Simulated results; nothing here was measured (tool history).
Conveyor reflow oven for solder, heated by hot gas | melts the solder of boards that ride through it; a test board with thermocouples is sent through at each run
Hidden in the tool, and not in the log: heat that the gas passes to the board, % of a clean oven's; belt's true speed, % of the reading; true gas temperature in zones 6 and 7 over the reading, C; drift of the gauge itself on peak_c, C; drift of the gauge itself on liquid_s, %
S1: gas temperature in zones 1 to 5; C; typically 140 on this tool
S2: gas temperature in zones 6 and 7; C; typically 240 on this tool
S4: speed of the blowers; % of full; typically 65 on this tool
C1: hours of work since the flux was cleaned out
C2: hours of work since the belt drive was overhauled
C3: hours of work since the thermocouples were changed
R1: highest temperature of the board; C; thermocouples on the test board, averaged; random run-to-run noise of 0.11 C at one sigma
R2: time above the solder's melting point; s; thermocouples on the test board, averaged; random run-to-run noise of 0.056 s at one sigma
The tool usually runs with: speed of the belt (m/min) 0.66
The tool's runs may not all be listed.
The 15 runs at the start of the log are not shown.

run 16 day=4.821 | S1=144 S2=240 speed_of_the_belt_(m/min)=0.683 S4=65 | C1=154 C2=334 C3=272 | R1=223.3 R2=59.05
run 17 day=5.208 | S1=133 S2=242 speed_of_the_belt_(m/min)=0.659 S4=83 | C1=159 C2=339 C3=277 | R1=229.2 R2=61.63
run 18 day=5.483 | S1=140 S2=240 speed_of_the_belt_(m/min)=0.549 S4=68 | C1=162 C2=342 C3=281 | R1=229.6 R2=76.94
run 19 day=5.771 | S1=140 S2=240 speed_of_the_belt_(m/min)=0.549 S4=68 | C1=166 C2=346 C3=284 | R1=229.6 R2=76.84
run 20 day=6.217 | S1=140 S2=240 speed_of_the_belt_(m/min)=0.549 S4=68 | C1=172 C2=352 C3=290 | R1=229.6 R2=76.95
run 21 day=6.592 | S1=140 S2=240 speed_of_the_belt_(m/min)=0.549 S4=68 | C1=176 C2=356 C3=295 | R1=229.6 R2=77.04
run 22 day=7.004 | S1=130 S2=233 speed_of_the_belt_(m/min)=0.589 S4=69 | C1=182 C2=362 C3=300 | R1=220.3 R2=62.58
run 23 day=7.225 | S1=140 S2=231 speed_of_the_belt_(m/min)=0.565 S4=65 | C1=184 C2=364 C3=303 | R1=219.8 R2=68.55
run 24 day=7.483 | S1=140 S2=231 speed_of_the_belt_(m/min)=0.565 S4=65 | C1=188 C2=368 C3=306 | R1=219.8 R2=68.53
run 25 day=7.7 | S1=151 S2=232 speed_of_the_belt_(m/min)=0.79 S4=63 | C1=190 C2=370 C3=309 | R1=212.7 R2=46.23
run 26 day=8.046 | S1=152 S2=231 speed_of_the_belt_(m/min)=0.782 S4=65 | C1=195 C2=375 C3=313 | R1=212.8 R2=47.48
run 27 day=8.375 | S1=152 S2=252 speed_of_the_belt_(m/min)=0.782 S4=55 | C1=199 C2=379 C3=317 | R1=226.1 R2=55.13
run 28 day=8.625 | S1=127 S2=240 speed_of_the_belt_(m/min)=0.554 S4=65 | C1=202 C2=382 C3=320 | R1=226.9 R2=70.25
run 29 day=8.875 | S1=127 S2=240 speed_of_the_belt_(m/min)=0.554 S4=65 | C1=205 C2=385 C3=323 | R1=226.9 R2=70.14
run 30 day=9.079 | S1=141 S2=243 speed_of_the_belt_(m/min)=0.784 S4=78 | C1=208 C2=388 C3=326 | R1=224.6 R2=51.07
run 31 day=9.346 | S1=141 S2=246 speed_of_the_belt_(m/min)=0.631 S4=78 | C1=211 C2=391 C3=329 | R1=233.5 R2=69.01
run 32 day=9.596 | S1=141 S2=246 speed_of_the_belt_(m/min)=0.631 S4=78 | C1=214 C2=394 C3=333 | R1=233.8 R2=69.03

Alternative continuations, all from the tool just after run 32; predict every row:
-- day=9.921 flux residue cleaned out of gas plates and filters
run A day=10.204 | S1=126 S2=240 speed_of_the_belt_(m/min)=0.66 S4=79 | C1=4 C2=399 C3=338 | R1=? R2=?
-- day=9.921 flux residue cleaned out of gas plates and filters
run B day=10.204 | S1=140 S2=240 speed_of_the_belt_(m/min)=0.66 S4=87 | C1=4 C2=399 C3=338 | R1=? R2=?
-- day=9.921 flux residue cleaned out of gas plates and filters
run C day=10.204 | S1=125 S2=240 speed_of_the_belt_(m/min)=0.629 S4=74 | C1=4 C2=399 C3=338 | R1=? R2=?

run=A R1=225.9 R2=57.82
run=B R1=229.1 R2=63.77
run=C R1=225.9 R2=60.44
Stripped of hidden state, with their random variation kept, the same runs would have yielded:
run=A R1=226.5 R2=57.54
run=B R1=229.7 R2=63.39
run=C R1=226.5 R2=60.14

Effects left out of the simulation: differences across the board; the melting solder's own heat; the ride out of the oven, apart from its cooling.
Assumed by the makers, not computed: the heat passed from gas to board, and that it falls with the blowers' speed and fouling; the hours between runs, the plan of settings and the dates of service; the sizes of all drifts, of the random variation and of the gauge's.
